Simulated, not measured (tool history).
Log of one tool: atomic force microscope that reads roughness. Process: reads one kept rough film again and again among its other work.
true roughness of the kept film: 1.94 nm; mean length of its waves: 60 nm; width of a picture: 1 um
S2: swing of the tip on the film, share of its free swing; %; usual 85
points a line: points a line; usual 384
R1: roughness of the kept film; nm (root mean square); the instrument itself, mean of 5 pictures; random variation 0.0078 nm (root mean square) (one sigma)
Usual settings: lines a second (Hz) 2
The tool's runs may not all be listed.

run 1 hour=0 | lines_a_second_(Hz)=2 S2=85 points_a_line=384 | R1=1.655
run 2 hour=29.6 | lines_a_second_(Hz)=2 S2=85 points_a_line=384 | R1=1.624
run 3 hour=80.6 | lines_a_second_(Hz)=2 S2=85 points_a_line=384 | R1=1.607
run 4 hour=105.8 | lines_a_second_(Hz)=2 S2=85 points_a_line=384 | R1=1.593
-- hour=130.7 new tip fitted
run 5 hour=144.9 | lines_a_second_(Hz)=2 S2=85 points_a_line=384 | R1=1.653
run 6 hour=184.6 | lines_a_second_(Hz)=1.07 S2=85 points_a_line=384 | R1=1.697
run 7 hour=205.5 | lines_a_second_(Hz)=1.07 S2=85 points_a_line=384 | R1=1.71
run 8 hour=231.5 | lines_a_second_(Hz)=0.57 S2=78 points_a_line=384 | R1=1.773
run 9 hour=253.1 | lines_a_second_(Hz)=0.57 S2=84 points_a_line=427 | R1=1.73
-- hour=258.3 height scale calibrated on a step standard
-- hour=271.6 new tip fitted
run 10 hour=297.3 | lines_a_second_(Hz)=1.28 S2=78 points_a_line=880 | R1=1.75
run 11 hour=323.1 | lines_a_second_(Hz)=1.78 S2=81 points_a_line=913 | R1=1.67
run 12 hour=347.9 | lines_a_second_(Hz)=1.78 S2=63 points_a_line=913 | R1=1.767
run 13 hour=378.9 | lines_a_second_(Hz)=2 S2=87 points_a_line=710 | R1=1.581
-- hour=409.6 new tip fitted
run 14 hour=419.9 | lines_a_second_(Hz)=1.53 S2=71 points_a_line=767 | R1=1.79

The same runs without the tool's hidden state, with the same run-to-run variation:
The hidden state here: radius of the tip, nm; height scale over the true one, %; drift of the gauge itself on roughness_nm, %.
run=1 R1=1.683
run=2 R1=1.668
run=3 R1=1.676
run=4 R1=1.675
run=5 R1=1.686
run=6 R1=1.755
run=7 R1=1.78
run=8 R1=1.861
run=9 R1=1.83
run=10 R1=1.799
run=11 R1=1.729
run=12 R1=1.844
run=13 R1=1.665
run=14 R1=1.834
